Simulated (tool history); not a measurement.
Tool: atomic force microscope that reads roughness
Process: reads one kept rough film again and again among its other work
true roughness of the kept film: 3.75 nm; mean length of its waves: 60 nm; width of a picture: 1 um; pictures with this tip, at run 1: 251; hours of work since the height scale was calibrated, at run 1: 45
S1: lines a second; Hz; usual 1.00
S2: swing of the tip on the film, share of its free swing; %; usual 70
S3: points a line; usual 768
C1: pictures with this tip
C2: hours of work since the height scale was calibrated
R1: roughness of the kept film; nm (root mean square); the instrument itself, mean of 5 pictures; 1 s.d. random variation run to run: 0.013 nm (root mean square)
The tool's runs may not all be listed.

run 1 day=0.000 | S1=1.00 S2=70 S3=768 | C1=251 C2=45 | R1=3.431
run 2 day=0.750 | S1=1.00 S2=70 S3=768 | C1=285 C2=57 | R1=3.392
run 3 day=1.688 | S1=1.00 S2=70 S3=768 | C1=329 C2=72 | R1=3.374
run 4 day=2.596 | S1=1.00 S2=70 S3=768 | C1=371 C2=87 | R1=3.336
-- day=3.108 new tip fitted
run 5 day=3.454 | S1=1.00 S2=70 S3=768 | C1=16 C2=101 | R1=3.550
run 6 day=4.508 | S1=1.00 S2=70 S3=768 | C1=64 C2=118 | R1=3.518
run 7 day=5.279 | S1=1.00 S2=70 S3=768 | C1=100 C2=130 | R1=3.486
run 8 day=5.796 | S1=1.00 S2=70 S3=768 | C1=124 C2=139 | R1=3.471
run 9 day=6.483 | S1=2.10 S2=70 S3=768 | C1=156 C2=150 | R1=3.355
run 10 day=7.425 | S1=1.00 S2=70 S3=768 | C1=200 C2=165 | R1=3.449
run 11 day=7.867 | S1=1.00 S2=70 S3=768 | C1=220 C2=173 | R1=3.444
run 12 day=8.492 | S1=1.00 S2=70 S3=768 | C1=249 C2=183 | R1=3.421
run 13 day=9.129 | S1=1.00 S2=70 S3=768 | C1=279 C2=193 | R1=3.383
run 14 day=9.688 | S1=1.00 S2=70 S3=768 | C1=304 C2=202 | R1=3.370
run 15 day=10.162 | S1=1.00 S2=70 S3=295 | C1=326 C2=210 | R1=3.350
run 16 day=10.912 | S1=3.67 S2=73 S3=873 | C1=361 C2=222 | R1=3.019
-- day=11.621 new tip fitted
run 17 day=11.729 | S1=3.33 S2=62 S3=873 | C1=5 C2=235 | R1=3.447
run 18 day=12.533 | S1=3.33 S2=62 S3=873 | C1=42 C2=248 | R1=3.401
run 19 day=13.192 | S1=3.33 S2=62 S3=901 | C1=73 C2=259 | R1=3.384
run 20 day=14.271 | S1=3.33 S2=75 S3=384 | C1=123 C2=277 | R1=3.144
run 21 day=15.012 | S1=3.33 S2=75 S3=384 | C1=157 C2=289 | R1=3.146
run 22 day=15.938 | S1=3.33 S2=75 S3=384 | C1=200 C2=304 | R1=3.101
run 23 day=16.983 | S1=3.33 S2=75 S3=384 | C1=248 C2=321 | R1=3.088
run 24 day=17.767 | S1=3.33 S2=75 S3=384 | C1=285 C2=334 | R1=3.064
run 25 day=18.425 | S1=2.37 S2=56 S3=776 | C1=315 C2=344 | R1=3.402
run 26 day=19.167 | S1=1.48 S2=65 S3=258 | C1=349 C2=356 | R1=3.325
run 27 day=19.708 | S1=1.48 S2=65 S3=258 | C1=374 C2=365 | R1=3.344
-- day=20.175 new tip fitted
run 28 day=20.325 | S1=1.41 S2=65 S3=258 | C1=7 C2=375 | R1=3.510
run 29 day=21.179 | S1=1.41 S2=88 S3=258 | C1=47 C2=389 | R1=3.245

Consider 4 possible next runs. They are alternatives, not a sequence: every one starts from the tool as it was left by run 29. What does each give?
run A day=21.612 | S1=0.94 S2=70 S3=768 | C1=67 C2=396 | R1=?
run B day=21.612 | S1=0.56 S2=77 S3=1008 | C1=67 C2=396 | R1=?
run C day=21.612 | S1=1.24 S2=76 S3=258 | C1=67 C2=396 | R1=?
run D day=21.612 | S1=1.00 S2=76 S3=768 | C1=67 C2=396 | R1=?

run=A R1=3.531
run=B R1=3.520
run=C R1=3.398
run=D R1=3.463
Without the tool's unlogged condition, the same runs would have read:
run=A R1=3.585
run=B R1=3.573
run=C R1=3.450
run=D R1=3.516
